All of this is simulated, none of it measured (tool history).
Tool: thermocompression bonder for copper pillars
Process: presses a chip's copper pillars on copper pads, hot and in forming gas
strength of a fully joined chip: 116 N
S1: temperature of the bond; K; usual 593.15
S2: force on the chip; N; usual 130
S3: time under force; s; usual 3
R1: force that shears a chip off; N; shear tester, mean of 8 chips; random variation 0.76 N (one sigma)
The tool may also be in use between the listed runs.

run,hour,S1,S2,S3,R1
1,0.0,593.15,130,3,54.0
2,16.2,593.15,130,3,52.8
3,29.3,593.15,130,3,52.9
4,39.3,593.15,130,3,53.4
5,50.5,593.15,130,3,52.4
6,69.9,592.15,130,3,52.8
7,81.0,593.15,130,3,52.4
8,100.2,593.15,130,3,51.6
9,112.1,593.15,130,3,52.5
10,133.9,593.15,130,3,52.5
11,154.6,581.15,130,3,45.8
12,168.3,581.15,130,3,45.7
13,180.8,581.15,113,3,39.5
14,201.7,593.15,149,3,59.0
15,216.2,589.15,130,3,50.1
16,232.5,593.15,130,3,51.0
17,247.5,593.15,130,2,44.5
18,258.0,593.15,130,3,50.7
19,274.2,593.15,130,3,50.7
20,290.4,593.15,109,3,43.3
21,304.2,610.15,86,3,37.6
22,314.5,593.15,130,7,67.8
23,333.9,593.15,130,7,66.9
24,354.5,573.15,104,3,31.3
25,371.6,612.15,135,9,80.1
26,382.1,593.15,130,5,60.0
27,401.6,603.15,107,2,37.0
28,416.2,593.15,130,7,65.1
29,435.4,593.15,130,4,55.6
30,447.0,593.15,130,4,54.6
31,460.2,593.15,130,4,54.9
32,481.4,593.15,130,2,41.7
33,495.4,593.15,156,3,57.4
34,510.4,595.15,156,7,77.0
35,526.9,623.15,97,3,46.2
36,538.9,623.15,97,3,45.6
37,548.8,623.15,97,3,45.9
38,568.8,598.15,97,4,45.1
39,590.2,618.15,121,3,62.2

Taken out of this log: 1 entry between the listed runs. Where each belongs, and how the hidden state differs across it:
Between runs 37 and 38: forming gas filter changed (hour 564.4)
  force that reaches the chip, % of what is set: 98 -> 97.9; oxide that the forming gas leaves, % of the face: 11.05 -> 0.63
  measured less the result without the state, R1: -8.0 -> -2.6 N

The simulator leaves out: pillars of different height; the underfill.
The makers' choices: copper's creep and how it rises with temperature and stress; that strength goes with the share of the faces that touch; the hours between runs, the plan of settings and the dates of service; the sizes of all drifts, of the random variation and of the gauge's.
